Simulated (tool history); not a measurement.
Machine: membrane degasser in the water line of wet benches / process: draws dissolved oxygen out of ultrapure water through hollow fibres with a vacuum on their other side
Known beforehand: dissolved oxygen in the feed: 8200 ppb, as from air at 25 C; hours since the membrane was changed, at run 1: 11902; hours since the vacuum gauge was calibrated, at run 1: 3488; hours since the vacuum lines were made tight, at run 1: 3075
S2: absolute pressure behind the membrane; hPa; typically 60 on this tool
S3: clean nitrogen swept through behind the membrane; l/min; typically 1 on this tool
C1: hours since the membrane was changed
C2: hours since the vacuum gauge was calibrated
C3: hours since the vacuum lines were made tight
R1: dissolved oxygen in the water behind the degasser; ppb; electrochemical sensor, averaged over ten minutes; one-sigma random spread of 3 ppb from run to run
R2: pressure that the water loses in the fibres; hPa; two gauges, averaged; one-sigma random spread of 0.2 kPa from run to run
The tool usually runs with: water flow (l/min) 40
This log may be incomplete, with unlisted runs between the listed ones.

{"run": 1, "day": 0.0, "water flow (l/min)": 40, "S2": 60, "S3": 1, "C1": 11902, "C2": 3488, "C3": 3075, "R1": 297.8, "R2": 445.4}
{"run": 2, "day": 7.325, "water flow (l/min)": 27, "S2": 60, "S3": 1, "C1": 12078, "C2": 3664, "C3": 3251, "R1": 184.8, "R2": 300.9}
{"run": 3, "day": 16.008, "water flow (l/min)": 27, "S2": 60, "S3": 1, "C1": 12286, "C2": 3872, "C3": 3459, "R1": 185.7, "R2": 300}
{"run": 4, "day": 22.446, "water flow (l/min)": 27, "S2": 60, "S3": 1, "C1": 12441, "C2": 4027, "C3": 3614, "R1": 184.3, "R2": 297.9}
{"run": 5, "day": 33.912, "water flow (l/min)": 27, "S2": 60, "S3": 1, "C1": 12716, "C2": 4302, "C3": 3889, "R1": 186.9, "R2": 297.6}
{"run": 6, "day": 41.771, "water flow (l/min)": 27, "S2": 60, "S3": 1.99, "C1": 12904, "C2": 4490, "C3": 4077, "R1": 115.1, "R2": 296.8}
{"run": 7, "day": 48.962, "water flow (l/min)": 38, "S2": 79.7, "S3": 1, "C1": 13077, "C2": 4663, "C3": 4250, "R1": 425, "R2": 418.9}
{"run": 8, "day": 55.9, "water flow (l/min)": 28, "S2": 72.8, "S3": 1.45, "C1": 13244, "C2": 4830, "C3": 4417, "R1": 201.9, "R2": 306.8}
{"run": 9, "day": 65.046, "water flow (l/min)": 64, "S2": 72.8, "S3": 1.08, "C1": 13463, "C2": 5049, "C3": 4636, "R1": 629.4, "R2": 705.7}
{"day": 67.433, "done": "vacuum gauge calibrated"}
{"run": 10, "day": 72.725, "water flow (l/min)": 64, "S2": 39.3, "S3": 1.08, "C1": 13647, "C2": 127, "C3": 4820, "R1": 291.8, "R2": 703.3}

Describe how what the log doesn't record of the tool's condition differs between the last listed run preceding each entry between runs and the first listed run following it.
Logged between run 9 and run 10: vacuum gauge calibrated (day 67.433)
  drift of the gauge itself on loss_of_pressure_kpa, %: -1.41 -> -1.58
  what was measured, less what the result would be without the hidden state, R2: -9.1 -> -10.2 hPa
